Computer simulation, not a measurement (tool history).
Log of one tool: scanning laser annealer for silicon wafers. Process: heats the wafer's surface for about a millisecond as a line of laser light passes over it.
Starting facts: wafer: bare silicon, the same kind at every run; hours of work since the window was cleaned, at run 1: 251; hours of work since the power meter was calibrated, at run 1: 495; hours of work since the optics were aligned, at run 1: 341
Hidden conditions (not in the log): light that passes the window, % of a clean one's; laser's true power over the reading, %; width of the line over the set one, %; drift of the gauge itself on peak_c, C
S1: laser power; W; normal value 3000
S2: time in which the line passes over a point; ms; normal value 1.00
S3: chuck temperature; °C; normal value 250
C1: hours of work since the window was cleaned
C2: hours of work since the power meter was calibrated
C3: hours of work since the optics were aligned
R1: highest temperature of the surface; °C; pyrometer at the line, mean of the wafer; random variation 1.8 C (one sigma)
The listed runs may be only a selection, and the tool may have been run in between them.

{"run": 1, "hour": 0.0, "S1": 3000, "S2": 1.0, "S3": 250, "C1": 251, "C2": 495, "C3": 341, "R1": 991}
{"run": 2, "hour": 19.8, "S1": 3000, "S2": 1.0, "S3": 250, "C1": 263, "C2": 506, "C3": 353, "R1": 991}
{"run": 3, "hour": 33.8, "S1": 3000, "S2": 1.0, "S3": 250, "C1": 271, "C2": 515, "C3": 361, "R1": 985}
{"run": 4, "hour": 54.6, "S1": 3000, "S2": 1.0, "S3": 234, "C1": 284, "C2": 527, "C3": 374, "R1": 971}
{"run": 5, "hour": 73.3, "S1": 3000, "S2": 1.0, "S3": 234, "C1": 295, "C2": 538, "C3": 385, "R1": 970}
{"run": 6, "hour": 87.7, "S1": 3000, "S2": 1.0, "S3": 234, "C1": 303, "C2": 546, "C3": 393, "R1": 973}
{"run": 7, "hour": 99.2, "S1": 3000, "S2": 1.0, "S3": 234, "C1": 310, "C2": 553, "C3": 400, "R1": 965}
{"run": 8, "hour": 109.2, "S1": 3000, "S2": 1.0, "S3": 234, "C1": 316, "C2": 559, "C3": 406, "R1": 968}
{"run": 9, "hour": 126.2, "S1": 3000, "S2": 1.0, "S3": 237, "C1": 326, "C2": 569, "C3": 416, "R1": 970}
{"run": 10, "hour": 144.3, "S1": 3000, "S2": 1.0, "S3": 237, "C1": 337, "C2": 580, "C3": 426, "R1": 967}
{"run": 11, "hour": 161.3, "S1": 3000, "S2": 1.0, "S3": 237, "C1": 347, "C2": 590, "C3": 436, "R1": 970}
{"run": 12, "hour": 182.3, "S1": 3000, "S2": 1.07, "S3": 250, "C1": 359, "C2": 602, "C3": 449, "R1": 1010}
{"run": 13, "hour": 193.2, "S1": 3000, "S2": 1.07, "S3": 250, "C1": 365, "C2": 609, "C3": 455, "R1": 1009}
{"run": 14, "hour": 205.5, "S1": 2732, "S2": 1.0, "S3": 250, "C1": 373, "C2": 616, "C3": 463, "R1": 915}
{"run": 15, "hour": 217.3, "S1": 2732, "S2": 1.0, "S3": 250, "C1": 380, "C2": 623, "C3": 470, "R1": 911}
{"run": 16, "hour": 234.1, "S1": 2732, "S2": 1.0, "S3": 250, "C1": 390, "C2": 633, "C3": 479, "R1": 916}
{"run": 17, "hour": 247.2, "S1": 2732, "S2": 1.0, "S3": 250, "C1": 397, "C2": 641, "C3": 487, "R1": 913}
{"run": 18, "hour": 262.9, "S1": 2732, "S2": 1.0, "S3": 250, "C1": 407, "C2": 650, "C3": 496, "R1": 914}
{"run": 19, "hour": 283.5, "S1": 3000, "S2": 1.0, "S3": 289, "C1": 419, "C2": 662, "C3": 509, "R1": 1019}
{"run": 20, "hour": 304.1, "S1": 3000, "S2": 1.0, "S3": 250, "C1": 431, "C2": 674, "C3": 521, "R1": 980}
{"run": 21, "hour": 316.5, "S1": 3000, "S2": 1.0, "S3": 250, "C1": 438, "C2": 681, "C3": 528, "R1": 980}
{"run": 22, "hour": 325.5, "S1": 2941, "S2": 1.0, "S3": 261, "C1": 443, "C2": 687, "C3": 533, "R1": 977}
{"run": 23, "hour": 339.0, "S1": 2941, "S2": 1.0, "S3": 261, "C1": 451, "C2": 695, "C3": 541, "R1": 974}
{"run": 24, "hour": 351.2, "S1": 2941, "S2": 1.0, "S3": 261, "C1": 459, "C2": 702, "C3": 549, "R1": 972}
{"run": 25, "hour": 363.2, "S1": 3000, "S2": 1.06, "S3": 286, "C1": 466, "C2": 709, "C3": 556, "R1": 1033}
{"run": 26, "hour": 382.7, "S1": 2808, "S2": 1.0, "S3": 250, "C1": 477, "C2": 721, "C3": 567, "R1": 929}
{"run": 27, "hour": 397.8, "S1": 2808, "S2": 1.0, "S3": 250, "C1": 486, "C2": 729, "C3": 576, "R1": 928}
{"run": 28, "hour": 410.5, "S1": 2697, "S2": 1.0, "S3": 237, "C1": 494, "C2": 737, "C3": 584, "R1": 885}
{"run": 29, "hour": 419.5, "S1": 2666, "S2": 1.0, "S3": 233, "C1": 499, "C2": 742, "C3": 589, "R1": 872}
{"run": 30, "hour": 436.7, "S1": 2666, "S2": 1.0, "S3": 233, "C1": 509, "C2": 752, "C3": 599, "R1": 872}
{"run": 31, "hour": 451.0, "S1": 2969, "S2": 1.21, "S3": 235, "C1": 517, "C2": 761, "C3": 607, "R1": 1024}
{"run": 32, "hour": 469.9, "S1": 2696, "S2": 1.21, "S3": 235, "C1": 529, "C2": 772, "C3": 619, "R1": 948}
{"run": 33, "hour": 489.9, "S1": 2873, "S2": 0.93, "S3": 250, "C1": 540, "C2": 784, "C3": 630, "R1": 913}
{"run": 34, "hour": 498.9, "S1": 2873, "S2": 0.93, "S3": 250, "C1": 546, "C2": 789, "C3": 636, "R1": 918}
{"run": 35, "hour": 507.7, "S1": 2873, "S2": 1.04, "S3": 258, "C1": 551, "C2": 794, "C3": 641, "R1": 964}
{"run": 36, "hour": 524.5, "S1": 2873, "S2": 1.04, "S3": 258, "C1": 561, "C2": 804, "C3": 651, "R1": 961}
{"run": 37, "hour": 535.8, "S1": 2873, "S2": 1.04, "S3": 258, "C1": 568, "C2": 811, "C3": 657, "R1": 960}
{"run": 38, "hour": 556.7, "S1": 3055, "S2": 0.8, "S3": 244, "C1": 580, "C2": 823, "C3": 670, "R1": 897}
{"run": 39, "hour": 565.6, "S1": 2750, "S2": 0.97, "S3": 252, "C1": 585, "C2": 828, "C3": 675, "R1": 900}
{"run": 40, "hour": 581.8, "S1": 3033, "S2": 0.84, "S3": 225, "C1": 595, "C2": 838, "C3": 685, "R1": 887}
{"run": 41, "hour": 595.6, "S1": 3033, "S2": 0.84, "S3": 225, "C1": 603, "C2": 846, "C3": 693, "R1": 887}

For some of the steps in R1 from one run to the next: how much would appear even if the tool had no hidden state, given the settings, what came in and random variation, and how much remains for the hidden state plus any gauge scatter that the measured result and the result without hidden state don't share?
Run 13 -> 14: S1 3000 -> 2732, S2 1.07 -> 1.00. R1 -94 °C: hidden state +3, all else -97.
Run 18 -> 19: S1 2732 -> 3000, S3 250 -> 289. R1 +105 °C: hidden state -3, all else +108.
Run 25 -> 26: S1 3000 -> 2808, S2 1.06 -> 1.00, S3 286 -> 250. R1 -104 °C: hidden state +3, all else -107.
Run 30 -> 31: S1 2666 -> 2969, S2 1.00 -> 1.21, S3 233 -> 235. R1 +152 °C: hidden state -7, all else +159.
